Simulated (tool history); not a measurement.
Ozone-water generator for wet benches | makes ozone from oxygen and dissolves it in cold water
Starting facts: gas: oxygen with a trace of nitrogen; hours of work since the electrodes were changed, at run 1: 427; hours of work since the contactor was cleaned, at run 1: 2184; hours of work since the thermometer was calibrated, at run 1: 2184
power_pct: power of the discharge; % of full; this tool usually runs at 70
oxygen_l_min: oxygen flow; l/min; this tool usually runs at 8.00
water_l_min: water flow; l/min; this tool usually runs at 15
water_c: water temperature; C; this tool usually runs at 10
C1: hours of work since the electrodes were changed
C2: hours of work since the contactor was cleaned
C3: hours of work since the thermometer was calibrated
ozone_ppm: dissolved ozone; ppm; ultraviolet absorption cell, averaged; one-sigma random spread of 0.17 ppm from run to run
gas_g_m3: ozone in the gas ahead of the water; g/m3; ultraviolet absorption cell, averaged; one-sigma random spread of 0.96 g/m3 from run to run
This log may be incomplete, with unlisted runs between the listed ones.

Run 1, hour 0.0: usual settings; C1 427; C2 2184; C3 2184. Result: ozone_ppm 21.9 ppm, gas_g_m3 159.1 g/m3.
Run 2, hour 57.2: usual settings; C1 478; C2 2235; C3 2235. Result: ozone_ppm 21.8 ppm, gas_g_m3 156.9 g/m3.
Run 3, hour 171.6: usual settings; C1 579; C2 2336; C3 2336. Result: ozone_ppm 21.3 ppm, gas_g_m3 156.1 g/m3.
Run 4, hour 293.6: usual settings; C1 686; C2 2443; C3 2443. Result: ozone_ppm 21.2 ppm, gas_g_m3 155.3 g/m3.
Run 5, hour 414.3: usual settings; C1 793; C2 2550; C3 2550. Result: ozone_ppm 21.0 ppm, gas_g_m3 154.1 g/m3.
Run 6, hour 466.0: usual settings; C1 838; C2 2595; C3 2595. Result: ozone_ppm 21.4 ppm, gas_g_m3 154.5 g/m3.
Run 7, hour 581.3: usual settings; C1 940; C2 2697; C3 2697. Result: ozone_ppm 20.9 ppm, gas_g_m3 153.2 g/m3.
Run 8, hour 655.0: usual settings; C1 1005; C2 2762; C3 2762. Result: ozone_ppm 20.8 ppm, gas_g_m3 151.6 g/m3.
Run 9, hour 733.3: usual settings but oxygen_l_min 4.35 l/min; C1 1074; C2 2831; C3 2831. Result: ozone_ppm 23.4 ppm, gas_g_m3 230.4 g/m3.
Run 10, hour 797.6: usual settings but oxygen_l_min 4.35 l/min; C1 1131; C2 2888; C3 2888. Result: ozone_ppm 23.2 ppm, gas_g_m3 228.0 g/m3.
Run 11, hour 904.9: usual settings but oxygen_l_min 4.35 l/min; C1 1226; C2 2983; C3 2983. Result: ozone_ppm 22.9 ppm, gas_g_m3 227.6 g/m3.
Run 12, hour 966.4: usual settings but oxygen_l_min 4.35 l/min; C1 1280; C2 3037; C3 3037. Result: ozone_ppm 22.7 ppm, gas_g_m3 226.0 g/m3.
Run 13, hour 1086.5: usual settings; C1 1386; C2 3143; C3 3143. Result: ozone_ppm 20.5 ppm, gas_g_m3 149.8 g/m3.
Run 14, hour 1155.3: usual settings; C1 1447; C2 3204; C3 3204. Result: ozone_ppm 20.2 ppm, gas_g_m3 148.3 g/m3.
Run 15, hour 1254.9: usual settings but power_pct 73 % of full, oxygen_l_min 7.11 l/min, water_l_min 12 l/min; C1 1535; C2 3292; C3 3292. Result: ozone_ppm 25.6 ppm, gas_g_m3 164.5 g/m3.
Run 16, hour 1309.9: usual settings but power_pct 73 % of full, oxygen_l_min 7.11 l/min, water_l_min 12 l/min; C1 1583; C2 3340; C3 3340. Result: ozone_ppm 25.4 ppm, gas_g_m3 163.9 g/m3.
At hour 1416.7: contactor cleaned.
Run 17, hour 1418.1: usual settings but power_pct 73 % of full, oxygen_l_min 7.11 l/min, water_l_min 12 l/min; C1 1675; C2 1; C3 3432. Result: ozone_ppm 24.9 ppm, gas_g_m3 161.4 g/m3.
At hour 1434.6: water thermometer calibrated.
Run 18, hour 1484.6: usual settings but power_pct 89 % of full, oxygen_l_min 4.47 l/min, water_c 8 C; C1 1734; C2 59; C3 44. Result: ozone_ppm 24.7 ppm, gas_g_m3 241.9 g/m3.
Run 19, hour 1575.0: usual settings but power_pct 82 % of full, water_l_min 13 l/min, water_c 9 C; C1 1813; C2 139; C3 124. Result: ozone_ppm 24.1 ppm, gas_g_m3 156.2 g/m3.
Run 20, hour 1695.7: usual settings but power_pct 82 % of full, oxygen_l_min 5.48 l/min, water_l_min 13 l/min, water_c 9 C; C1 1920; C2 246; C3 230. Result: ozone_ppm 25.9 ppm, gas_g_m3 201.5 g/m3.
At hour 1710.4: contactor cleaned, once more.
Run 21, hour 1798.8: usual settings but power_pct 82 % of full, oxygen_l_min 5.48 l/min, water_l_min 13 l/min, water_c 9 C; C1 2007; C2 78; C3 318. Result: ozone_ppm 27.7 ppm, gas_g_m3 199.8 g/m3.
Run 22, hour 1874.5: usual settings but power_pct 66 % of full, oxygen_l_min 7.40 l/min, water_l_min 24 l/min, water_c 5 C; C1 2074; C2 145; C3 385. Result: ozone_ppm 13.4 ppm, gas_g_m3 146.4 g/m3.
Run 23, hour 1953.1: usual settings but power_pct 66 % of full, oxygen_l_min 6.31 l/min, water_l_min 24 l/min, water_c 5 C; C1 2144; C2 214; C3 454. Result: ozone_ppm 13.4 ppm, gas_g_m3 161.3 g/m3.
Run 24, hour 2016.4: usual settings but power_pct 66 % of full, oxygen_l_min 6.31 l/min, water_l_min 17 l/min, water_c 5 C; C1 2199; C2 270; C3 510. Result: ozone_ppm 19.5 ppm, gas_g_m3 161.2 g/m3.
Run 25, hour 2094.3: usual settings but oxygen_l_min 9.81 l/min, water_l_min 20 l/min; C1 2268; C2 339; C3 579. Result: ozone_ppm 14.7 ppm, gas_g_m3 122.3 g/m3.
Run 26, hour 2150.2: usual settings but oxygen_l_min 9.81 l/min, water_l_min 20 l/min; C1 2317; C2 388; C3 628. Result: ozone_ppm 14.7 ppm, gas_g_m3 121.5 g/m3.
Run 27, hour 2206.7: usual settings but oxygen_l_min 8.11 l/min, water_l_min 10 l/min; C1 2367; C2 438; C3 678. Result: ozone_ppm 27.1 ppm, gas_g_m3 137.9 g/m3.
Run 28, hour 2265.4: usual settings but oxygen_l_min 8.11 l/min, water_l_min 10 l/min; C1 2419; C2 490; C3 730. Result: ozone_ppm 27.3 ppm, gas_g_m3 136.4 g/m3.

Consider 3 possible next runs. They are alternatives, not a sequence: every one starts from the tool as it was left by run 28. What does each give?
Run A, hour 2370.4: usual settings but power_pct 56 % of full, oxygen_l_min 8.11 l/min, water_l_min 16 l/min; C1 2512; C2 583; C3 822. Result: ozone_ppm ?, gas_g_m3 ?.
Run B, hour 2370.4: usual settings but power_pct 55 % of full; C1 2512; C2 583; C3 822. Result: ozone_ppm ?, gas_g_m3 ?.
Run C, hour 2370.4: usual settings but power_pct 45 % of full, water_c 17 C; C1 2512; C2 583; C3 822. Result: ozone_ppm ?, gas_g_m3 ?.

run  ozone_ppm  gas_g_m3
  A       16.7     124.9
  B       17.3     124.7
  C       14.0     112.9
With no hidden state in the tool, these same runs would have given:
run  ozone_ppm  gas_g_m3
  A       19.5     144.4
  B       20.2     143.9
  C       16.1     128.1
